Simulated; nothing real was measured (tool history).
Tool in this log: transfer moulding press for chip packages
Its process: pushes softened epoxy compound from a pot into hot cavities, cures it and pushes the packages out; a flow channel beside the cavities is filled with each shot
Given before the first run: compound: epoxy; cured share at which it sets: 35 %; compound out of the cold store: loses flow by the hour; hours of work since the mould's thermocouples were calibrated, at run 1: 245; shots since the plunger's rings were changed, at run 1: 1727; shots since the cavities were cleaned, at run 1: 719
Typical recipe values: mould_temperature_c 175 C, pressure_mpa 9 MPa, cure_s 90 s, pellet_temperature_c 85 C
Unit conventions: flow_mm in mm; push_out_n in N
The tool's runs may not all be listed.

run	hour	mould_temperature_c	pressure_mpa	cure_s	pellet_temperature_c	hours of work since the mould's thermocouples were calibrated	shots since the plunger's rings were changed	shots since the cavities were cleaned	incoming compound's hours out of the cold store	flow_mm	push_out_n
1	0	175	9	90	85	245	1727	719	18.1	725	672
2	14	175	9	90	85	255	1918	910	33.6	676	681
# hour 23.5: cavities cleaned with cleaning compound and waxed
3	36.7	175	9	90	85	270	2205	179	47.9	626	830
4	60.5	175	9	90	85	287	2529	503	38.8	652	811
5	81.6	175	9	90	85	302	2815	789	45.8	632	789
# hour 100.2: cavities cleaned with cleaning compound and waxed
6	102.4	178	9	90	85	315	3078	29	33.9	656	429
7	114.8	175	7.13	124	85	324	3246	197	41.1	567	421
8	136.7	177	7.13	129	85	339	3545	496	18.7	624	492
# hour 155.4: plunger's sealing rings changed
9	156.6	180	9	90	86	351	17	732	42.5	659	543
# hour 169.2: cavities cleaned with cleaning compound and waxed, once more
10	172.5	175	8	90	94	362	213	46	30.7	660	481
11	195.4	175	8	90	94	378	524	357	43.4	620	527
12	214.9	175	8	90	94	391	789	622	39.1	635	585

Branching from run 12: 3 alternative next runs. What would each branch give?
A	231.6	175	6.86	90	94	403	1016	849	14.3	?	?
B	231.6	177	9	90	85	403	1016	849	32.6	?	?
C	231.6	175	8	90	77	403	1016	849	18.3	?	?

run	flow_mm	push_out_n
A	656	689
B	691	633
C	693	694
Without the tool's hidden state the same runs would have given:
run	flow_mm	push_out_n
A	666	460
B	702	425
C	704	463
